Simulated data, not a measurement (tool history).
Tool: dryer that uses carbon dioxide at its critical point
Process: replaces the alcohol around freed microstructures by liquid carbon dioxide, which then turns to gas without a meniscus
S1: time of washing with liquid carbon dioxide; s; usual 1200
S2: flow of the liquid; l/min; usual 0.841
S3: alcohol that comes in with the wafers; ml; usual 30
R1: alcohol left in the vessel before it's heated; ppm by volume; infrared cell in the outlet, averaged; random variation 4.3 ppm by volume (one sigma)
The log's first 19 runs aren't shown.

| run | day | S1 | S2 | S3 | R1 |
|---|---|---|---|---|---|
| 20 | 13.483 | 1080 | 1.114 | 42 | 67 |
| 21 | 14.004 | 1140 | 0.761 | 115 | 224 |
| 22 | 14.562 | 1140 | 0.761 | 115 | 231 |
| 23 | 14.983 | 1140 | 0.761 | 115 | 236 |
| 24 | 15.388 | 1200 | 0.584 | 30 | 196 |
| 25 | 16.312 | 1500 | 0.615 | 30 | 98 |
| 26 | 17.1 | 1500 | 0.615 | 30 | 103 |
| 27 | 17.938 | 1380 | 1.067 | 30 | 60 |
| 28 | 18.683 | 1380 | 1.067 | 91 | 75 |
| 29 | 19.55 | 1380 | 1.067 | 91 | 76 |
| 30 | 20.317 | 1200 | 0.841 | 68 | 117 |

3 ways to go on from here, each from the tool as it stands after run 30. What would each give?
| A | 20.804 | 1080 | 0.615 | 74 | ? |
| B | 20.804 | 1200 | 0.606 | 30 | ? |
| C | 20.804 | 1200 | 0.736 | 30 | ? |

| run | R1 |
|---|---|
| A | 517 |
| B | 190 |
| C | 123 |
Without the tool's hidden state the same runs would have given:
| run | R1 |
|---|---|
| A | 412 |
| B | 114 |
| C | 53 |
